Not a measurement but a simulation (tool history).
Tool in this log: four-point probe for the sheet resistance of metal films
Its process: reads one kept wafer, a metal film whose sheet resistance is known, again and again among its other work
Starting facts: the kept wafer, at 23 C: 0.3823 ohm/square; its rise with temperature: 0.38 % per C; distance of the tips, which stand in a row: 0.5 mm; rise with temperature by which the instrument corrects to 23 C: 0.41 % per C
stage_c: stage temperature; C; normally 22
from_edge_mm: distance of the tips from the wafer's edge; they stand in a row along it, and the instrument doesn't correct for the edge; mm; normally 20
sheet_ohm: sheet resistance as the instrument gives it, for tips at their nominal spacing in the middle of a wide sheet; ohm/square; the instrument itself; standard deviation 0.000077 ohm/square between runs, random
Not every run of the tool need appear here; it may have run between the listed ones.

Run 1, hour 0: usual settings. Result: sheet_ohm 0.384131 ohm/square.
Run 2, hour 7.6: usual settings. Result: sheet_ohm 0.384296 ohm/square.
Run 3, hour 22.7: usual settings. Result: sheet_ohm 0.384091 ohm/square.
Run 4, hour 37.1: usual settings. Result: sheet_ohm 0.384193 ohm/square.
Run 5, hour 50.9: usual settings. Result: sheet_ohm 0.384276 ohm/square.
Run 6, hour 62.1: usual settings but from_edge_mm 29 mm. Result: sheet_ohm 0.38396 ohm/square.
Run 7, hour 75.3: usual settings but from_edge_mm 29 mm. Result: sheet_ohm 0.384198 ohm/square.
Run 8, hour 87.2: usual settings but from_edge_mm 5 mm. Result: sheet_ohm 0.386064 ohm/square.
Run 9, hour 104: usual settings. Result: sheet_ohm 0.384216 ohm/square.
Run 10, hour 112.7: usual settings. Result: sheet_ohm 0.38433 ohm/square.
Run 11, hour 125.3: usual settings. Result: sheet_ohm 0.384229 ohm/square.
Run 12, hour 137.9: usual settings. Result: sheet_ohm 0.384224 ohm/square.
Run 13, hour 151.5: usual settings but from_edge_mm 4 mm. Result: sheet_ohm 0.387363 ohm/square.
Run 14, hour 158.7: usual settings. Result: sheet_ohm 0.38421 ohm/square.
Run 15, hour 175.3: usual settings but stage_c 19 C, from_edge_mm 14 mm. Result: sheet_ohm 0.384737 ohm/square.
Run 16, hour 190.5: usual settings but stage_c 19 C, from_edge_mm 44 mm. Result: sheet_ohm 0.384536 ohm/square.
Run 17, hour 200.4: usual settings but stage_c 19 C, from_edge_mm 44 mm. Result: sheet_ohm 0.384609 ohm/square.
Run 18, hour 214.6: usual settings. Result: sheet_ohm 0.384305 ohm/square.
Run 19, hour 227.5: usual settings. Result: sheet_ohm 0.38417 ohm/square.
Run 20, hour 244.1: usual settings. Result: sheet_ohm 0.38431 ohm/square.
Run 21, hour 252.1: usual settings but stage_c 28 C, from_edge_mm 16 mm. Result: sheet_ohm 0.383695 ohm/square.
Run 22, hour 265.9: usual settings but stage_c 35 C. Result: sheet_ohm 0.382737 ohm/square.
Run 23, hour 280.8: usual settings but stage_c 23 C, from_edge_mm 74 mm. Result: sheet_ohm 0.38416 ohm/square.
Run 24, hour 290.9: usual settings but stage_c 23 C, from_edge_mm 74 mm. Result: sheet_ohm 0.384008 ohm/square.
Run 25, hour 302.8: usual settings but stage_c 23 C, from_edge_mm 74 mm. Result: sheet_ohm 0.384114 ohm/square.
Run 26, hour 318.9: usual settings but stage_c 27 C, from_edge_mm 32 mm. Result: sheet_ohm 0.383704 ohm/square.
Run 27, hour 326.2: usual settings but stage_c 28 C, from_edge_mm 10 mm. Result: sheet_ohm 0.384072 ohm/square.

Predict each of these 4 candidate next runs independently; none follows another, all start after run 27:
Run A, hour 342.1: usual settings but stage_c 28 C, from_edge_mm 13 mm. Result: sheet_ohm ?.
Run B, hour 342.1: usual settings but stage_c 28 C, from_edge_mm 11 mm. Result: sheet_ohm ?.
Run C, hour 342.1: usual settings but stage_c 27 C, from_edge_mm 10 mm. Result: sheet_ohm ?.
Run D, hour 342.1: usual settings but stage_c 24 C, from_edge_mm 14 mm. Result: sheet_ohm ?.

run  sheet_ohm
  A   0.383699
  B   0.384029
  C   0.384055
  D   0.384176
Without the tool's hidden state the same runs would have given:
run  sheet_ohm
  A   0.381899
  B   0.382228
  C   0.382254
  D   0.382377

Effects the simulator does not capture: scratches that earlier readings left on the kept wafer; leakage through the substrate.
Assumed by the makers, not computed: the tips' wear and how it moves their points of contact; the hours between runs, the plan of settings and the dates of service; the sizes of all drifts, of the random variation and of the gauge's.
